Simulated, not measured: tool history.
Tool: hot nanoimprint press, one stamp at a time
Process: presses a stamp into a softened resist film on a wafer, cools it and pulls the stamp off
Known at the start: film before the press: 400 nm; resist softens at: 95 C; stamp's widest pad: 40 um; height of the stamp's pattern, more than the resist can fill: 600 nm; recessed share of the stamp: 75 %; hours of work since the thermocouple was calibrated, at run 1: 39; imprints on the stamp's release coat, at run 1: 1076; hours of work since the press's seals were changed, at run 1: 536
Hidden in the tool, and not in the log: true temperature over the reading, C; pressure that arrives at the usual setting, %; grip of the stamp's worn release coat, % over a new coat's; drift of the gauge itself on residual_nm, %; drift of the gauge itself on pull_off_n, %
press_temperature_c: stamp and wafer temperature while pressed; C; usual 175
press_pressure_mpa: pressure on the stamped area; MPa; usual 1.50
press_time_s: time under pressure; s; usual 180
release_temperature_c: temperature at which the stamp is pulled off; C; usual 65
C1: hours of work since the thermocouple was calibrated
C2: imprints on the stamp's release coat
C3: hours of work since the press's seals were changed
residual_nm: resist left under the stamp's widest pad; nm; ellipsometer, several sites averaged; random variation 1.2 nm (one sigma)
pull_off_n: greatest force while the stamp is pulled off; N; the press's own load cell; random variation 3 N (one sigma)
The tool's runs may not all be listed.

Run 1, hour 0.0: usual settings; C1 39; C2 1076; C3 536. Result: residual_nm 190.3 nm, pull_off_n 168 N.
At hour 38.2: press's hydraulic seals changed and the load cell set to zero.
Run 2, hour 50.9: usual settings but release_temperature_c 57 C; C1 71; C2 1176; C3 9. Result: residual_nm 186.0 nm, pull_off_n 192 N.
Run 3, hour 80.6: usual settings but release_temperature_c 57 C; C1 93; C2 1245; C3 31. Result: residual_nm 184.3 nm, pull_off_n 193 N.
Run 4, hour 106.1: usual settings but release_temperature_c 57 C; C1 111; C2 1305; C3 50. Result: residual_nm 182.2 nm, pull_off_n 196 N.
Run 5, hour 127.1: usual settings but press_pressure_mpa 1.17 MPa; C1 127; C2 1354; C3 66. Result: residual_nm 203.4 nm, pull_off_n 183 N.
At hour 133.1: plate thermocouple calibrated.
Run 6, hour 177.1: usual settings but press_temperature_c 185 C, press_pressure_mpa 1.17 MPa; C1 33; C2 1463; C3 100. Result: residual_nm 153.0 nm, pull_off_n 185 N.
Run 7, hour 210.0: usual settings but press_temperature_c 185 C, press_pressure_mpa 1.17 MPa; C1 57; C2 1540; C3 125. Result: residual_nm 153.0 nm, pull_off_n 192 N.
Run 8, hour 255.0: usual settings but press_time_s 159 s; C1 90; C2 1645; C3 158. Result: residual_nm 191.5 nm, pull_off_n 196 N.
Run 9, hour 284.9: usual settings but press_temperature_c 171 C, press_pressure_mpa 2.23 MPa, press_time_s 146 s; C1 112; C2 1715; C3 180. Result: residual_nm 187.8 nm, pull_off_n 198 N.
Run 10, hour 318.4: usual settings but press_temperature_c 173 C, press_pressure_mpa 2.35 MPa, press_time_s 243 s, release_temperature_c 53 C; C1 137; C2 1793; C3 205. Result: residual_nm 137.5 nm, pull_off_n 222 N.
Run 11, hour 358.5: usual settings but press_temperature_c 173 C, press_pressure_mpa 2.35 MPa, press_time_s 243 s, release_temperature_c 53 C; C1 166; C2 1886; C3 234. Result: residual_nm 140.5 nm, pull_off_n 224 N.
Run 12, hour 390.6: usual settings but press_temperature_c 173 C, press_pressure_mpa 2.25 MPa, press_time_s 243 s, release_temperature_c 53 C; C1 190; C2 1961; C3 258. Result: residual_nm 141.6 nm, pull_off_n 236 N.
At hour 402.7: plate thermocouple calibrated, once more.
Run 13, hour 432.9: usual settings but press_temperature_c 171 C, press_pressure_mpa 2.25 MPa, press_time_s 243 s, release_temperature_c 66 C; C1 22; C2 2052; C3 287. Result: residual_nm 156.4 nm, pull_off_n 208 N.
Run 14, hour 481.6: usual settings but press_temperature_c 171 C, press_pressure_mpa 2.25 MPa, press_time_s 243 s, release_temperature_c 66 C; C1 58; C2 2166; C3 323. Result: residual_nm 157.8 nm, pull_off_n 213 N.
Run 15, hour 524.3: usual settings but press_pressure_mpa 2.17 MPa, press_time_s 132 s; C1 90; C2 2266; C3 355. Result: residual_nm 179.8 nm, pull_off_n 214 N.
Run 16, hour 548.4: usual settings but press_pressure_mpa 2.17 MPa, press_time_s 220 s, release_temperature_c 52 C; C1 108; C2 2322; C3 373. Result: residual_nm 147.9 nm, pull_off_n 253 N.

Forecast each of these 3 alternatives for the next run:
At hour 563.7: stamp cleaned and given a new release coat.
Run A, hour 583.2: usual settings but press_temperature_c 171 C, press_pressure_mpa 2.17 MPa, press_time_s 220 s, release_temperature_c 52 C; C1 129; C2 46; C3 394. Result: residual_nm ?, pull_off_n ?.
At hour 563.7: stamp cleaned and given a new release coat.
Run B, hour 583.2: usual settings but press_temperature_c 172 C, press_pressure_mpa 2.17 MPa, press_time_s 220 s, release_temperature_c 52 C; C1 129; C2 46; C3 394. Result: residual_nm ?, pull_off_n ?.
At hour 563.7: stamp cleaned and given a new release coat.
Run C, hour 583.2: usual settings but press_pressure_mpa 2.17 MPa, press_time_s 111 s, release_temperature_c 54 C; C1 129; C2 46; C3 394. Result: residual_nm ?, pull_off_n ?.

run  residual_nm  pull_off_n
  A        167.0         160
  B        160.5         165
  C        190.7         161
Without the tool's hidden state the same runs would have given:
run  residual_nm  pull_off_n
  A        167.6         159
  B        161.1         165
  C        191.2         160
